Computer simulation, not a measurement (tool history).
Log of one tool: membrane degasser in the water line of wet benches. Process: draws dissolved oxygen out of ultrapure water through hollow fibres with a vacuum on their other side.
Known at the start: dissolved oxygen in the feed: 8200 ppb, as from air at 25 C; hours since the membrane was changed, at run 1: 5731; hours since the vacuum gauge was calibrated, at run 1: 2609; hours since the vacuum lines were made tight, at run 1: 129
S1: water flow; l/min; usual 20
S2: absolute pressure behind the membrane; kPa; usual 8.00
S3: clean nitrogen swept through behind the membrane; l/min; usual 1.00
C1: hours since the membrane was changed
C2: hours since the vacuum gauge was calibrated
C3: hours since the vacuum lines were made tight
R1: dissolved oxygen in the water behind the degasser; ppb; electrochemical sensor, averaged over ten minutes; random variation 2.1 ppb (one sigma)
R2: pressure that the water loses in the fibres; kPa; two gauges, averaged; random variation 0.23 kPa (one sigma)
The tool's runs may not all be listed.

run      day  S1     S2    S3     C1    C2    C3     R1     R2
  1    0.000  20   8.00  1.00   5731  2609   129  215.4  58.81
  2    8.750  20   8.00  1.00   5941  2819   339  217.6  59.25
  3   20.267  20   8.00  1.00   6218  3095   615  219.1  58.65
  4   27.983  20   8.00  1.00   6403  3280   800  220.3  59.22
  5   37.679  31   8.00  1.00   6636  3513  1033  334.2  91.64
  6   52.029  31   8.00  1.00   6980  3857  1378  335.0  91.67
  7   61.675  31   8.00  1.00   7212  4089  1609  339.6  91.59
  8   71.058  20  12.87  1.00   7437  4314  1834  430.1  59.08
  9   83.504  20  12.87  0.63   7735  4613  2133  614.5  59.40
 10   93.804  20  12.87  0.63   7983  4860  2380  621.0  59.56
 11  105.388  20  13.78  0.63   8261  5138  2658  678.2  59.16
 12  119.346  20  13.78  0.63   8596  5473  2993  664.7  59.44
 13  134.425  20  13.78  0.63   8958  5835  3355  667.0  59.21
 14  144.592  20  13.78  0.63   9202  6079  3599  682.4  59.54
     153.046  -- vacuum gauge calibrated
 15  153.796  20  13.78  0.63   9422    18  3819  692.6  59.69
 16  162.525  20   5.60  0.63   9631   227  4029  186.8  59.58
 17  170.238  20   5.60  0.63   9816   413  4214  186.1  59.52
 18  185.112  20   5.60  0.63  10174   770  4571  185.4  59.25
 19  200.375  12  13.22  2.73  10540  1136  4937  114.2  35.54
     202.612  -- vacuum gauge calibrated, once more
 20  207.946  21   8.00  1.00  10721   128  5119  224.4  63.10
 21  217.346  14   9.07  1.00  10947   354  5344  192.8  42.02
 22  228.896  24  17.40  1.00  11224   631  5621  704.0  72.01
 23  240.442  12  13.86  2.22  11501   908  5898  139.3  35.69
 24  254.425  17   9.06  2.22  11837  1243  6234  110.6  50.90
 25  269.692  28  13.45  1.25  12203  1610  6600  496.3  84.11
 26  281.858  26   5.88  1.25  12495  1902  6892  138.2  78.83
 27  291.533  26   6.16  2.21  12727  2134  7125   95.9  78.20
 28  305.333  26   6.16  2.21  13058  2465  7456   97.3  78.48
 29  315.583  26   6.16  2.21  13304  2711  7702   97.6  78.24
 30  330.412  19  19.80  0.91  13660  3067  8058  726.1  57.58
 31  344.433  19  19.80  0.91  13997  3404  8394  733.8  57.30
 32  351.221  19   5.12  0.91  14160  3567  8557  101.3  57.67

Some steps in R1 between neighbouring runs. How much of each would the tool show without its hidden state too (settings, what came in, random variation), and how much is left for the hidden state, with any gauge scatter that isn't in both results?
The hidden state here: membrane still open, %; true pressure behind the membrane over the reading, kPa; air that leaks in behind the membrane, l/min; drift of the gauge itself on oxygen_ppb, %; drift of the gauge itself on loss_of_pressure_kpa, %.
Run 18 -> 19: S1 20 -> 12, S2 5.60 -> 13.22, S3 0.63 -> 2.73. R1 -71.2 ppb: hidden state -20.6, all else -50.6.
Run 22 -> 23: S1 24 -> 12, S2 17.40 -> 13.86, S3 1.00 -> 2.22. R1 -564.7 ppb: hidden state -3.8, all else -560.9.
Run 24 -> 25: S1 17 -> 28, S2 9.06 -> 13.45, S3 2.22 -> 1.25. R1 +385.7 ppb: hidden state +7.4, all else +378.3.
Run 29 -> 30: S1 26 -> 19, S2 6.16 -> 19.80, S3 2.21 -> 0.91. R1 +628.5 ppb: hidden state +7.4, all else +621.1.
Run 31 -> 32: S2 19.80 -> 5.12. R1 -632.5 ppb: hidden state -5.8, all else -626.7.
